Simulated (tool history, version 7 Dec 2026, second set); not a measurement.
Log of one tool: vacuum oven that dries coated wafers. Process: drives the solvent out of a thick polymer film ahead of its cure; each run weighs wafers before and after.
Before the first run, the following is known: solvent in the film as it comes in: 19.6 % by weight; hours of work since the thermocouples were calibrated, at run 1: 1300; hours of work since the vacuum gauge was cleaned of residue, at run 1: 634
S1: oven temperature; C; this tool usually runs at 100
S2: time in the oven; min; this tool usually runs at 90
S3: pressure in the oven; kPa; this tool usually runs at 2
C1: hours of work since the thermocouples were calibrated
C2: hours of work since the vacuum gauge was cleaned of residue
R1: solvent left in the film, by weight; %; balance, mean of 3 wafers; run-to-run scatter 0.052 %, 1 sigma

{"run": 1, "day": 0.0, "S1": 100, "S2": 90, "S3": 2, "C1": 1300, "C2": 634, "R1": 4.01}
{"run": 2, "day": 1.921, "S1": 100, "S2": 90, "S3": 2, "C1": 1334, "C2": 668, "R1": 4.15}
{"run": 3, "day": 5.279, "S1": 100, "S2": 90, "S3": 2, "C1": 1393, "C2": 727, "R1": 4.14}
{"run": 4, "day": 6.746, "S1": 100, "S2": 90, "S3": 2, "C1": 1419, "C2": 752, "R1": 4.11}
{"run": 5, "day": 9.525, "S1": 100, "S2": 118, "S3": 2, "C1": 1467, "C2": 801, "R1": 3.68}
{"run": 6, "day": 11.138, "S1": 100, "S2": 127, "S3": 2, "C1": 1496, "C2": 830, "R1": 3.67}
{"run": 7, "day": 14.067, "S1": 100, "S2": 97, "S3": 2, "C1": 1547, "C2": 881, "R1": 4}
{"day": 14.454, "done": "oven's thermocouples calibrated"}
{"run": 8, "day": 17.775, "S1": 100, "S2": 90, "S3": 5.06, "C1": 58, "C2": 945, "R1": 8.81}
{"run": 9, "day": 21.325, "S1": 108, "S2": 66, "S3": 5.06, "C1": 121, "C2": 1007, "R1": 6.77}
{"day": 23.692, "done": "oven's thermocouples calibrated, once more"}
{"run": 10, "day": 24.504, "S1": 114, "S2": 56, "S3": 1.04, "C1": 14, "C2": 1062, "R1": 1.5}
{"run": 11, "day": 26.158, "S1": 114, "S2": 56, "S3": 1.04, "C1": 43, "C2": 1091, "R1": 1.55}
{"run": 12, "day": 27.683, "S1": 114, "S2": 56, "S3": 1.04, "C1": 70, "C2": 1117, "R1": 1.47}
{"day": 29.492, "done": "vacuum gauge cleaned of residue and calibrated"}
{"run": 13, "day": 29.858, "S1": 114, "S2": 56, "S3": 1.04, "C1": 107, "C2": 6, "R1": 1.31}
{"run": 14, "day": 31.558, "S1": 100, "S2": 75, "S3": 3.65, "C1": 137, "C2": 36, "R1": 5.81}

4 ways to go on from here, each from the tool as it stands after run 14. What would each give?
{"run": "A", "day": 34.758, "S1": 100, "S2": 75, "S3": 6.09, "C1": 193, "C2": 93, "R1": "?"}
{"run": "B", "day": 34.758, "S1": 100, "S2": 64, "S3": 7.76, "C1": 193, "C2": 93, "R1": "?"}
{"run": "C", "day": 34.758, "S1": 109, "S2": 90, "S3": 2, "C1": 193, "C2": 93, "R1": "?"}
{"run": "D", "day": 34.758, "S1": 99, "S2": 90, "S3": 3.97, "C1": 193, "C2": 93, "R1": "?"}

run=A R1=9.08
run=B R1=11.17
run=C R1=2.14
run=D R1=6.27
With the hidden condition removed and each run's random variation left untouched, the same runs would have given:
run=A R1=8.74
run=B R1=10.78
run=C R1=2.04
run=D R1=6.01
